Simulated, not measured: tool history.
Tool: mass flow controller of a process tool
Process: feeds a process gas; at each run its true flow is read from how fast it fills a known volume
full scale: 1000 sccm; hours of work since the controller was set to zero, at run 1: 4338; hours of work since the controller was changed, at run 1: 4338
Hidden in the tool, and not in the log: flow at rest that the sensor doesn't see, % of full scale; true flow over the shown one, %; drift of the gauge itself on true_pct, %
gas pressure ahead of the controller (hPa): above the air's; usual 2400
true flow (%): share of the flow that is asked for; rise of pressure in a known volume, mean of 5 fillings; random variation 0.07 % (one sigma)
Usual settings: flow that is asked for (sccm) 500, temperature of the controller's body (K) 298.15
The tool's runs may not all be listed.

run	hour	flow that is asked for (sccm)	gas pressure ahead of the controller (hPa)	temperature of the controller's body (K)	hours of work since the controller was set to zero	hours of work since the controller was changed	true flow (%)
1	0	500	2400	298.15	4338	4338	97.62
2	169.2	898	2400	298.15	4425	4425	97.63
# hour 314.9: controller's zero set anew
3	334.6	898	2400	298.15	10	4509	96.75
4	471.6	500	1850	298.15	80	4580	95.5
5	610.6	500	1850	298.15	152	4651	95.51
6	765.4	435	2400	298.15	231	4731	95.75
7	944.6	435	2400	298.15	323	4823	95.68
8	1147.5	167	2400	298.15	427	4927	95.37
9	1401.6	500	2400	299.15	558	5057	95.74
10	1648.7	500	2250	298.15	685	5184	95.49
11	1760.7	500	2250	298.15	742	5242	95.54
12	1931.2	500	2250	298.15	830	5329	95.49
13	2159.1	500	2250	298.15	947	5446	95.44
14	2367.3	500	2400	297.15	1054	5553	95.4
15	2535.3	500	2400	297.15	1140	5639	95.28
16	2682.5	500	2400	297.15	1216	5715	95.34
17	2797.6	500	1920	298.15	1275	5774	94.92
18	2930	264	2400	298.15	1343	5842	95.37
19	3073.9	264	2400	298.15	1416	5916	95.15
20	3317.2	264	2400	298.15	1541	6041	95.36
21	3495.4	264	2460	310.15	1633	6132	96.41
22	3633.7	264	2290	311.15	1704	6203	96.45
23	3886.8	264	2290	311.15	1834	6333	96.4
24	4133	500	2380	296.15	1960	6460	94.83
25	4256.2	951	1430	304.15	2024	6523	95.62
26	4396.4	500	2610	307.15	2095	6595	95.98
27	4516.8	500	2400	304.15	2157	6657	95.61
28	4634.6	207	2400	297.15	2218	6717	95.26
# hour 4779.6: controller exchanged for a calibrated one
29	4879.1	605	2070	297.15	51	51	98.97
30	5026.7	239	2260	293.15	127	127	97.97
31	5206.4	965	2020	298.15	219	219	99.8
32	5427.6	120	2140	298.15	333	333	98.66
33	5637.4	120	2140	298.15	440	440	98.56
34	5867.3	120	2140	298.15	558	558	98.63
35	6082.7	120	2140	298.15	669	669	98.65
36	6201.8	147	2400	311.15	730	730	100.15
37	6355.9	147	2400	311.15	809	809	100.04

The next listed run, before its measurement:
38	6481	752	2400	301.15	874	874	?

{"run 38": {"true flow (%)": 99.54}}
Without the tool's hidden state the same run would have given true flow (%) 100.05.

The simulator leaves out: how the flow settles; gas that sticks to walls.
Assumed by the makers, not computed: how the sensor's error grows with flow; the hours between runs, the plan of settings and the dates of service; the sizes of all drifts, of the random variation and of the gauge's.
